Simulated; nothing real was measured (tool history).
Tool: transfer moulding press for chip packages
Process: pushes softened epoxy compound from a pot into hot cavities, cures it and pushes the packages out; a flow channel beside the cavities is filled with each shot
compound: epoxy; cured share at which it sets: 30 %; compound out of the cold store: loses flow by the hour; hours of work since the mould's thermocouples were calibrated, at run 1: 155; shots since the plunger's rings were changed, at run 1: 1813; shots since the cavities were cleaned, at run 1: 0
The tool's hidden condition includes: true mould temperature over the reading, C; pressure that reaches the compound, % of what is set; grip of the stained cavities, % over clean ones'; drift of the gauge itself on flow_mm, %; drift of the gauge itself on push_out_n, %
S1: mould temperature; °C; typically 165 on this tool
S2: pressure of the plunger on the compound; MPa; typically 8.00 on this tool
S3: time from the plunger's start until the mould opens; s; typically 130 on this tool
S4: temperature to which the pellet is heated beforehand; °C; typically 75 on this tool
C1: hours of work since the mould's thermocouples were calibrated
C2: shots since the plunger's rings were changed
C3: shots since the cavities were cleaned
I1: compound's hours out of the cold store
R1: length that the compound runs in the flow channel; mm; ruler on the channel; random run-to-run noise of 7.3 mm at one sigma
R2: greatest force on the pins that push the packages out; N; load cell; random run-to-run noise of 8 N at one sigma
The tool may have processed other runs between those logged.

{"run": 1, "hour": 0.0, "S1": 165, "S2": 8.0, "S3": 130, "S4": 75, "C1": 155, "C2": 1813, "C3": 0, "I1": 46.3, "R1": 759, "R2": 333}
{"run": 2, "hour": 13.9, "S1": 165, "S2": 8.0, "S3": 118, "S4": 75, "C1": 162, "C2": 1912, "C3": 99, "I1": 23.7, "R1": 854, "R2": 422}
{"run": 3, "hour": 28.3, "S1": 165, "S2": 8.0, "S3": 130, "S4": 75, "C1": 169, "C2": 2016, "C3": 203, "I1": 16.6, "R1": 885, "R2": 361}
{"run": 4, "hour": 38.3, "S1": 165, "S2": 8.0, "S3": 130, "S4": 75, "C1": 174, "C2": 2087, "C3": 274, "I1": 19.0, "R1": 897, "R2": 352}
{"run": 5, "hour": 50.3, "S1": 165, "S2": 8.96, "S3": 130, "S4": 75, "C1": 180, "C2": 2172, "C3": 359, "I1": 13.0, "R1": 975, "R2": 360}
{"run": 6, "hour": 60.5, "S1": 165, "S2": 7.13, "S3": 130, "S4": 75, "C1": 185, "C2": 2246, "C3": 433, "I1": 26.8, "R1": 789, "R2": 360}
{"run": 7, "hour": 70.4, "S1": 165, "S2": 7.13, "S3": 130, "S4": 75, "C1": 190, "C2": 2316, "C3": 503, "I1": 24.6, "R1": 813, "R2": 350}
{"run": 8, "hour": 83.8, "S1": 165, "S2": 8.0, "S3": 130, "S4": 75, "C1": 197, "C2": 2412, "C3": 599, "I1": 9.6, "R1": 954, "R2": 365}
{"run": 9, "hour": 92.5, "S1": 173, "S2": 8.0, "S3": 130, "S4": 75, "C1": 201, "C2": 2475, "C3": 662, "I1": 23.7, "R1": 831, "R2": 281}
{"hour": 107.2, "done": "cavities cleaned with cleaning compound and waxed"}
{"run": 10, "hour": 113.9, "S1": 173, "S2": 8.0, "S3": 130, "S4": 75, "C1": 211, "C2": 2617, "C3": 48, "I1": 39.3, "R1": 752, "R2": 290}
{"run": 11, "hour": 122.2, "S1": 173, "S2": 8.0, "S3": 130, "S4": 75, "C1": 215, "C2": 2677, "C3": 108, "I1": 45.3, "R1": 742, "R2": 281}
{"run": 12, "hour": 131.7, "S1": 173, "S2": 8.0, "S3": 130, "S4": 75, "C1": 220, "C2": 2744, "C3": 175, "I1": 32.5, "R1": 795, "R2": 287}
{"run": 13, "hour": 142.0, "S1": 165, "S2": 6.87, "S3": 130, "S4": 75, "C1": 225, "C2": 2818, "C3": 249, "I1": 38.7, "R1": 722, "R2": 341}
{"run": 14, "hour": 155.2, "S1": 165, "S2": 6.87, "S3": 130, "S4": 75, "C1": 232, "C2": 2912, "C3": 343, "I1": 29.7, "R1": 761, "R2": 345}

Run 15 has not been measured yet. What should we expect?
{"run": 15, "hour": 174.6, "S1": 157, "S2": 6.87, "S3": 130, "S4": 66, "C1": 242, "C2": 3051, "C3": 482, "I1": 39.1, "R1": "?", "R2": "?"}

For run 15 the tool returned R1 761 mm, R2 602 N.
Take away the tool's hidden state, keep the run-to-run variation as it was, and the same run would have given R1 762 mm, R2 593 N.

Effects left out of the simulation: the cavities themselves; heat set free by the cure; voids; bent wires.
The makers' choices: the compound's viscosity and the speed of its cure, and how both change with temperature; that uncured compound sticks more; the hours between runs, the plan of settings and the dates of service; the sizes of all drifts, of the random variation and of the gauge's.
